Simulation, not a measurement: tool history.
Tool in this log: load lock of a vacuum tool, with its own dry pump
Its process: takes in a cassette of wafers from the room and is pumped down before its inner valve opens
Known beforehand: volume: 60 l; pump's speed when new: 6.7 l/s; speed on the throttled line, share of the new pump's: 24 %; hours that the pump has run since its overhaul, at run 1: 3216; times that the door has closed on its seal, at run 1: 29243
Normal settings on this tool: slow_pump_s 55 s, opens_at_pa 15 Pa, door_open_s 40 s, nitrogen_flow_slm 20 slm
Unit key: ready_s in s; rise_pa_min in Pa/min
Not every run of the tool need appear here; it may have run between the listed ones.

run    hour  slow_pump_s  opens_at_pa  door_open_s  nitrogen_flow_slm  hours that the pump has run since its overhaul  times that the door has closed on its seal  incoming humidity of the room's air, %  ready_s  rise_pa_min
  1       0           55           15           40                 20                                            3216                                       29243                                    45.1    120.1        0.016
  2   341.4           55           15           40                 20                                            3557                                       30816                                    43.4    120.8        0.008
  3   528.7           55           15           40                 20                                            3745                                       31680                                    42.3    120.9        0.012
  4   760.1           55           15           40                 12                                            3976                                       32746                                    45.6    120.8        0.021
  5  1136.2           55           15           40                 12                                            4352                                       34479                                    45.5      123        0.012
  6  1339.2           55           15           40                 12                                            4555                                       35415                                    46.6      121        0.012
     1583.4  -- door's seal changed, seat wiped
  7  1687.7           55           15           40                 12                                            4902                                         481                                    46.9    122.7        0.015
  8  1982.7           55           15           40                 13                                            5197                                        1841                                    47.8    121.3        0.011
  9  2189.5           55           17           40                 20                                            5404                                        2794                                    45.3    121.4        0.015
 10  2566.5           55           15           40                 20                                            5781                                        4531                                    44.8    120.5        0.016
 11  2943.6           55           15           40                 20                                            6158                                        6269                                    45.6    121.3        0.014
 12  3296.1           55           16           40                 20                                            6510                                        7893                                    48.8    121.6        0.018
 13  3473.7           55           26          184                 20                                            6688                                        8712                                    43.3    115.3        0.016
 14  3740.4           55           12          204                 15                                            6955                                        9941                                      49    124.2        0.022
 15  3987.6           34           23           76                 10                                            7202                                       11080                                    44.6    100.9        0.021
 16  4168.9           34           23           76                 10                                            7383                                       11916                                      45    102.1        0.019
 17  4524.4           34           14           76                 14                                            7739                                       13554                                    45.8      106        0.017
 18  4748.7           34           16           57                  5                                            7963                                       14587                                      46    104.9        0.028
 19  5089.7           34           21           57                  5                                            8304                                       16159                                    42.2    103.3        0.026
 20    5369           33           15          189                 20                                            8583                                       17446                                    45.6    105.8        0.013
 21  5674.7           55           17           32                 20                                            8889                                       18855                                    45.5    121.4        0.014
 22  5982.6           55           15           40                 14                                            9197                                       20274                                    45.2    121.1        0.016
 23  6263.2           55           16           71                 14                                            9477                                       21567                                      47    121.9        0.016

Below are 4 alternative next runs, each starting from the tool's condition after run 23. Predict each:
  A  6447.3           55           16           71                 19                                            9662                                       22415                                      44        ?            ?
  B  6447.3           96           16           71                 14                                            9662                                       22415                                    47.3        ?            ?
  C  6447.3           55           23           71                 14                                            9662                                       22415                                    41.4        ?            ?
  D  6447.3           33           15          175                  6                                            9662                                       22415                                    43.6        ?            ?

run  ready_s  rise_pa_min
  A    119.3        0.016
  B    151.7        0.016
  C    117.1        0.012
  D    104.4        0.036
Without the tool's hidden state the same runs would have given:
run  ready_s  rise_pa_min
  A    119.2        0.015
  B    151.7        0.015
  C      117        0.011
  D    104.3        0.035

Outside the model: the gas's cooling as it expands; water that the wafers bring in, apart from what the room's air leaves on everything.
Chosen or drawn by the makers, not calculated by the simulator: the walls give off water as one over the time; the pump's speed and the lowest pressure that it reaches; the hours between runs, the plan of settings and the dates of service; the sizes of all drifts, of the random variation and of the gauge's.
